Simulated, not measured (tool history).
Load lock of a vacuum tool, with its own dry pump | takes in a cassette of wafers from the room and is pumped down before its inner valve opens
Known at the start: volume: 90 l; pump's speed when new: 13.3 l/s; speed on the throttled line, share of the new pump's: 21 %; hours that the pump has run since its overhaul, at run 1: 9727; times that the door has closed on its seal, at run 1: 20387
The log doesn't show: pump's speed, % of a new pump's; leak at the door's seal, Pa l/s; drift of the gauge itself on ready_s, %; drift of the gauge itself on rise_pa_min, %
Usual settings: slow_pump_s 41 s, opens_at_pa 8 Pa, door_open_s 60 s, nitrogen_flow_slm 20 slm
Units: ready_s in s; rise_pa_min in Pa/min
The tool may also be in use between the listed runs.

| run | hour | slow_pump_s | opens_at_pa | door_open_s | nitrogen_flow_slm | hours that the pump has run since its overhaul | times that the door has closed on its seal | incoming humidity of the room's air, % | ready_s | rise_pa_min |
|---|---|---|---|---|---|---|---|---|---|---|
| 1 | 0 | 41 | 8 | 60 | 20 | 9727 | 20387 | 45.8 | 100.2 | 0.294 |
| 2 | 147 | 41 | 8 | 60 | 20 | 9874 | 21116 | 45.4 | 101.8 | 0.299 |
| 3 | 382 | 41 | 8 | 60 | 20 | 10109 | 22282 | 46.4 | 99.8 | 0.326 |
| 4 | 530.2 | 41 | 8 | 60 | 7 | 10257 | 23017 | 41.4 | 99.8 | 0.344 |
| 5 | 764.1 | 41 | 13 | 60 | 7 | 10491 | 24177 | 47.4 | 97.2 | 0.383 |
| 6 | 907.2 | 41 | 13 | 60 | 7 | 10634 | 24887 | 47.5 | 96 | 0.395 |
| 7 | 1067 | 41 | 13 | 60 | 7 | 10794 | 25679 | 44.9 | 98.2 | 0.4 |
| 8 | 1305.2 | 41 | 8 | 60 | 20 | 11032 | 26861 | 44.9 | 100.8 | 0.419 |
| 9 | 1527.2 | 41 | 13 | 60 | 20 | 11254 | 27962 | 42.6 | 97.3 | 0.459 |
| 10 | 1758.5 | 41 | 13 | 60 | 20 | 11486 | 29109 | 42.9 | 97.6 | 0.479 |
| 11 | 1937.1 | 31 | 12 | 77 | 32 | 11664 | 29995 | 46.8 | 90.3 | 0.503 |
| 12 | 2191.4 | 61 | 11 | 53 | 27 | 11918 | 31256 | 43.8 | 114.4 | 0.522 |
| 13 | 2380.3 | 45 | 11 | 76 | 18 | 12107 | 32193 | 45.9 | 101.8 | 0.557 |
|  | 2513.3 | door's seal changed, seat wiped |
| 14 | 2654.5 | 45 | 11 | 76 | 18 | 12380 | 701 | 43.5 | 101.8 | 0.037 |
| 15 | 2915 | 41 | 13 | 60 | 20 | 12640 | 1992 | 44.7 | 98.2 | 0.038 |
| 16 | 3203.6 | 41 | 13 | 60 | 20 | 12929 | 3424 | 43.6 | 98.7 | 0.04 |
| 17 | 3424.6 | 41 | 13 | 60 | 20 | 13150 | 4520 | 44.3 | 97.9 | 0.047 |
| 18 | 3647.8 | 41 | 13 | 62 | 20 | 13373 | 5627 | 38.1 | 97.8 | 0.056 |
| 19 | 3871.5 | 21 | 8 | 60 | 20 | 13597 | 6737 | 42.7 | 86.7 | 0.076 |

Forecast each of these 5 alternatives for the next run:
| A | 4059 | 70 | 8 | 60 | 20 | 13785 | 7667 | 48.1 | ? | ? |
| B | 4059 | 21 | 8 | 53 | 20 | 13785 | 7667 | 42.9 | ? | ? |
| C | 4059 | 35 | 10 | 60 | 20 | 13785 | 7667 | 45.6 | ? | ? |
| D | 4059 | 41 | 9 | 182 | 14 | 13785 | 7667 | 49.1 | ? | ? |
| E | 4059 | 32 | 7 | 60 | 4 | 13785 | 7667 | 44 | ? | ? |

| run | ready_s | rise_pa_min |
|---|---|---|
| A | 122.3 | 0.085 |
| B | 85.6 | 0.073 |
| C | 95.7 | 0.083 |
| D | 101.3 | 0.109 |
| E | 94.6 | 0.092 |
Without the tool's hidden state the same runs would have given:
| run | ready_s | rise_pa_min |
|---|---|---|
| A | 117.7 | 0.027 |
| B | 80 | 0.014 |
| C | 90.5 | 0.026 |
| D | 95.9 | 0.051 |
| E | 89 | 0.034 |

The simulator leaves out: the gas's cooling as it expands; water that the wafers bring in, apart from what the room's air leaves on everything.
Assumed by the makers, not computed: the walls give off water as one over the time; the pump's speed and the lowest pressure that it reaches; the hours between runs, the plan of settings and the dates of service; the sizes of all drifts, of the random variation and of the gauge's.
